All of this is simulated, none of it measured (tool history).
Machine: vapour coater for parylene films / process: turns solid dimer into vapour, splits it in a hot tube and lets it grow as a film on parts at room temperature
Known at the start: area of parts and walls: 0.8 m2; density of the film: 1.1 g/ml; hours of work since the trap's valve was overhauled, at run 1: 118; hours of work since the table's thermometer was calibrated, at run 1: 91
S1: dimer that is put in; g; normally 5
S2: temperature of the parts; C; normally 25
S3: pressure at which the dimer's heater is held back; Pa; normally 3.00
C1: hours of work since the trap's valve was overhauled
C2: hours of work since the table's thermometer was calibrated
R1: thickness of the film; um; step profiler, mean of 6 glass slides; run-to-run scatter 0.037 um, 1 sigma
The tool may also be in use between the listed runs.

{"run": 1, "hour": 0.0, "S1": 5, "S2": 25, "S3": 3.0, "C1": 118, "C2": 91, "R1": 3.86}
{"run": 2, "hour": 23.8, "S1": 5, "S2": 19, "S3": 3.0, "C1": 135, "C2": 108, "R1": 4.2}
{"run": 3, "hour": 42.8, "S1": 5, "S2": 25, "S3": 3.0, "C1": 149, "C2": 122, "R1": 3.83}
{"run": 4, "hour": 64.2, "S1": 5, "S2": 25, "S3": 3.0, "C1": 164, "C2": 137, "R1": 3.85}
{"run": 5, "hour": 84.1, "S1": 5, "S2": 25, "S3": 3.0, "C1": 178, "C2": 151, "R1": 3.83}
{"run": 6, "hour": 107.5, "S1": 6, "S2": 25, "S3": 3.0, "C1": 195, "C2": 168, "R1": 4.51}
{"run": 7, "hour": 122.9, "S1": 6, "S2": 25, "S3": 3.0, "C1": 206, "C2": 179, "R1": 4.59}
{"run": 8, "hour": 149.0, "S1": 5, "S2": 25, "S3": 3.0, "C1": 224, "C2": 198, "R1": 3.81}
{"run": 9, "hour": 164.9, "S1": 9, "S2": 25, "S3": 3.0, "C1": 236, "C2": 209, "R1": 7.12}
{"run": 10, "hour": 181.2, "S1": 9, "S2": 29, "S3": 3.0, "C1": 247, "C2": 221, "R1": 6.58}
{"run": 11, "hour": 200.6, "S1": 5, "S2": 25, "S3": 7.25, "C1": 261, "C2": 235, "R1": 3.03}
{"run": 12, "hour": 212.3, "S1": 5, "S2": 25, "S3": 7.25, "C1": 270, "C2": 243, "R1": 3.1}
{"run": 13, "hour": 233.8, "S1": 5, "S2": 25, "S3": 7.25, "C1": 285, "C2": 258, "R1": 3.1}
{"run": 14, "hour": 253.8, "S1": 5, "S2": 25, "S3": 7.25, "C1": 299, "C2": 273, "R1": 3.1}
{"run": 15, "hour": 275.6, "S1": 5, "S2": 25, "S3": 7.25, "C1": 315, "C2": 288, "R1": 3.14}
{"run": 16, "hour": 289.3, "S1": 2, "S2": 25, "S3": 3.0, "C1": 325, "C2": 298, "R1": 1.54}
{"run": 17, "hour": 310.3, "S1": 5, "S2": 25, "S3": 3.0, "C1": 340, "C2": 313, "R1": 3.84}
{"run": 18, "hour": 321.9, "S1": 5, "S2": 22, "S3": 3.0, "C1": 348, "C2": 321, "R1": 4.04}
{"run": 19, "hour": 346.0, "S1": 5, "S2": 25, "S3": 3.0, "C1": 365, "C2": 339, "R1": 3.85}
{"run": 20, "hour": 359.0, "S1": 5, "S2": 25, "S3": 3.0, "C1": 374, "C2": 348, "R1": 3.84}
{"run": 21, "hour": 373.4, "S1": 5, "S2": 25, "S3": 3.0, "C1": 385, "C2": 358, "R1": 3.87}
{"run": 22, "hour": 397.7, "S1": 5, "S2": 25, "S3": 3.0, "C1": 402, "C2": 375, "R1": 3.8}
{"run": 23, "hour": 412.9, "S1": 5, "S2": 25, "S3": 3.0, "C1": 413, "C2": 386, "R1": 3.86}
{"run": 24, "hour": 437.7, "S1": 5, "S2": 25, "S3": 3.0, "C1": 431, "C2": 404, "R1": 3.74}
{"run": 25, "hour": 450.1, "S1": 2, "S2": 31, "S3": 3.27, "C1": 440, "C2": 413, "R1": 1.33}
{"hour": 459.8, "done": "trap's valve overhauled"}
{"run": 26, "hour": 466.3, "S1": 2, "S2": 31, "S3": 3.27, "C1": 5, "C2": 422, "R1": 1.39}
{"run": 27, "hour": 477.7, "S1": 5, "S2": 32, "S3": 4.82, "C1": 13, "C2": 430, "R1": 3.12}
{"run": 28, "hour": 504.8, "S1": 5, "S2": 32, "S3": 4.82, "C1": 32, "C2": 449, "R1": 3.03}
{"run": 29, "hour": 516.9, "S1": 5, "S2": 24, "S3": 4.82, "C1": 41, "C2": 458, "R1": 3.53}
{"run": 30, "hour": 535.9, "S1": 5, "S2": 23, "S3": 8.86, "C1": 54, "C2": 471, "R1": 3.06}
{"run": 31, "hour": 551.4, "S1": 2, "S2": 21, "S3": 2.79, "C1": 65, "C2": 482, "R1": 1.72}
{"run": 32, "hour": 571.8, "S1": 7, "S2": 28, "S3": 7.53, "C1": 80, "C2": 497, "R1": 4.11}
{"run": 33, "hour": 587.0, "S1": 7, "S2": 28, "S3": 7.53, "C1": 91, "C2": 508, "R1": 4.12}
{"run": 34, "hour": 607.3, "S1": 4, "S2": 20, "S3": 9.06, "C1": 105, "C2": 522, "R1": 2.56}
{"run": 35, "hour": 622.8, "S1": 4, "S2": 25, "S3": 5.47, "C1": 116, "C2": 533, "R1": 2.7}
{"run": 36, "hour": 649.5, "S1": 4, "S2": 25, "S3": 5.47, "C1": 135, "C2": 552, "R1": 2.65}
{"run": 37, "hour": 671.4, "S1": 4, "S2": 32, "S3": 6.24, "C1": 151, "C2": 568, "R1": 2.32}
{"run": 38, "hour": 696.4, "S1": 4, "S2": 32, "S3": 6.24, "C1": 169, "C2": 586, "R1": 2.27}
{"run": 39, "hour": 713.8, "S1": 4, "S2": 32, "S3": 6.24, "C1": 181, "C2": 598, "R1": 2.31}
{"run": 40, "hour": 731.8, "S1": 8, "S2": 32, "S3": 7.8, "C1": 194, "C2": 611, "R1": 4.37}
{"run": 41, "hour": 757.1, "S1": 3, "S2": 25, "S3": 7.8, "C1": 212, "C2": 629, "R1": 1.88}
{"run": 42, "hour": 771.5, "S1": 3, "S2": 25, "S3": 7.8, "C1": 223, "C2": 640, "R1": 1.82}
{"run": 43, "hour": 789.0, "S1": 3, "S2": 25, "S3": 7.8, "C1": 235, "C2": 652, "R1": 1.83}
{"run": 44, "hour": 811.9, "S1": 2, "S2": 30, "S3": 2.46, "C1": 252, "C2": 668, "R1": 1.46}
{"run": 45, "hour": 839.1, "S1": 2, "S2": 23, "S3": 2.09, "C1": 271, "C2": 688, "R1": 1.73}
{"run": 46, "hour": 865.7, "S1": 2, "S2": 23, "S3": 2.09, "C1": 290, "C2": 707, "R1": 1.79}
{"run": 47, "hour": 886.0, "S1": 2, "S2": 23, "S3": 2.09, "C1": 304, "C2": 721, "R1": 1.72}
{"run": 48, "hour": 912.2, "S1": 3, "S2": 29, "S3": 5.07, "C1": 323, "C2": 740, "R1": 1.93}

Some steps in R1 between neighbouring runs. How much of each would the tool show without its hidden state too (settings, what came in, random variation), and how much is left for the hidden state, with any gauge scatter that isn't in both results?
The hidden state here: vapour lost through the trap's worn valve, %; true temperature of the parts over the reading, C; drift of the gauge itself on film_um, %.
Run 8 -> 9: S1 5 -> 9. R1 +3.31 um: hidden state -0.02, all else +3.33.
Run 10 -> 11: S1 9 -> 5, S2 29 -> 25, S3 3.00 -> 7.25. R1 -3.55 um: hidden state +0.02, all else -3.57.
Run 24 -> 25: S1 5 -> 2, S2 25 -> 31, S3 3.00 -> 3.27. R1 -2.41 um: hidden state +0.03, all else -2.44.
Run 40 -> 41: S1 8 -> 3, S2 32 -> 25. R1 -2.49 um: hidden state +0.01, all else -2.50.
